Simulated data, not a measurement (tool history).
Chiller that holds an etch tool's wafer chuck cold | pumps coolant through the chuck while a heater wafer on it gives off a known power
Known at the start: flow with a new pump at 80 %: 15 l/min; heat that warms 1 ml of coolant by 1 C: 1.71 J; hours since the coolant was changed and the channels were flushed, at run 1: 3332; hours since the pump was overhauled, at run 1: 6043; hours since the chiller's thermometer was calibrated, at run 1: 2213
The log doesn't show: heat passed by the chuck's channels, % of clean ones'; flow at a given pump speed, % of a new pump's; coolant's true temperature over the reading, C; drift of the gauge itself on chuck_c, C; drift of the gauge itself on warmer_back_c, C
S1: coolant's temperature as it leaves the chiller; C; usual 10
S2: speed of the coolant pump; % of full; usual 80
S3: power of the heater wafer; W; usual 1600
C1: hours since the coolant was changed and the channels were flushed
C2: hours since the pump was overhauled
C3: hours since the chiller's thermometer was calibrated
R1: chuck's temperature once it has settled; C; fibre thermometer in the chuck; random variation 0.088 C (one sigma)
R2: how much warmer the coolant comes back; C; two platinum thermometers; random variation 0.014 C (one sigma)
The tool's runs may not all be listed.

run 1 hour=0 | S1=10 S2=80 S3=1600 | C1=3332 C2=6043 C3=2213 | R1=26.49 R2=4
run 2 hour=179.2 | S1=10 S2=80 S3=1545 | C1=3511 C2=6222 C3=2393 | R1=25.88 R2=3.85
run 3 hour=284.9 | S1=10 S2=83 S3=1600 | C1=3617 C2=6328 C3=2498 | R1=25.89 R2=3.86
run 4 hour=424.8 | S1=10 S2=83 S3=990 | C1=3757 C2=6468 C3=2638 | R1=19.79 R2=2.4
run 5 hour=517.3 | S1=10 S2=83 S3=990 | C1=3850 C2=6561 C3=2731 | R1=19.83 R2=2.4
run 6 hour=669.3 | S1=10 S2=80 S3=1600 | C1=4002 C2=6713 C3=2883 | R1=26.54 R2=4
run 7 hour=776.5 | S1=10 S2=80 S3=1600 | C1=4109 C2=6820 C3=2990 | R1=26.73 R2=4
run 8 hour=942.8 | S1=10 S2=66 S3=1600 | C1=4275 C2=6986 C3=3156 | R1=29.46 R2=5.02
run 9 hour=1102.4 | S1=10 S2=66 S3=1600 | C1=4435 C2=7146 C3=3316 | R1=29.74 R2=5.02
run 10 hour=1333.5 | S1=10 S2=66 S3=1600 | C1=4666 C2=7377 C3=3547 | R1=29.73 R2=5.03
run 11 hour=1479.4 | S1=8 S2=80 S3=1600 | C1=4812 C2=7523 C3=3693 | R1=24.98 R2=4.06
run 12 hour=1686.5 | S1=8 S2=80 S3=1475 | C1=5019 C2=7730 C3=3900 | R1=23.69 R2=3.75
-- hour=1758.8 chiller's thermometer calibrated
run 13 hour=1785.9 | S1=19 S2=97 S3=805 | C1=5117 C2=7828 C3=27 | R1=26.91 R2=1.65
run 14 hour=1994.9 | S1=7 S2=85 S3=1786 | C1=5326 C2=8037 C3=236 | R1=26.14 R2=4.25
-- hour=2064.3 coolant changed, channels flushed
run 15 hour=2159.8 | S1=10 S2=62 S3=2014 | C1=95 C2=8196 C3=395 | R1=34.79 R2=6.85
run 16 hour=2275.1 | S1=2 S2=87 S3=1050 | C1=211 C2=8311 C3=510 | R1=11.9 R2=2.45
-- hour=2292 coolant pump overhauled
run 17 hour=2469.5 | S1=2 S2=87 S3=1050 | C1=400 C2=178 C3=700 | R1=11.55 R2=2.22
run 18 hour=2573.6 | S1=2 S2=87 S3=1519 | C1=504 C2=282 C3=804 | R1=15.73 R2=3.24
run 19 hour=2789.8 | S1=2 S2=73 S3=1018 | C1=720 C2=498 C3=1020 | R1=12.45 R2=2.65
run 20 hour=2895.4 | S1=16 S2=80 S3=1600 | C1=826 C2=603 C3=1126 | R1=31.33 R2=3.76
run 21 hour=3105 | S1=7 S2=77 S3=1600 | C1=1036 C2=813 C3=1335 | R1=22.74 R2=3.92
run 22 hour=3205.8 | S1=7 S2=77 S3=1600 | C1=1137 C2=914 C3=1436 | R1=22.88 R2=3.92
run 23 hour=3323.5 | S1=18 S2=72 S3=1600 | C1=1254 C2=1032 C3=1554 | R1=34.86 R2=4.25

Some steps in R1 between neighbouring runs. How much of each would the tool show without its hidden state too (settings, what came in, random variation), and how much is left for the hidden state, with any gauge scatter that isn't in both results?
Run 13 -> 14: S1 19 -> 7, S2 97 -> 85, S3 805 -> 1786. R1 -0.77 C: hidden state +1.84, all else -2.61.
Run 14 -> 15: S1 7 -> 10, S2 85 -> 62, S3 1786 -> 2014, coolant changed, channels flushed. R1 +8.65 C: hidden state -1.32, all else +9.97.
Run 15 -> 16: S1 10 -> 2, S2 62 -> 87, S3 2014 -> 1050. R1 -22.89 C: hidden state -1.06, all else -21.83.
Run 19 -> 20: S1 2 -> 16, S2 73 -> 80, S3 1018 -> 1600. R1 +18.88 C: hidden state +0.16, all else +18.72.
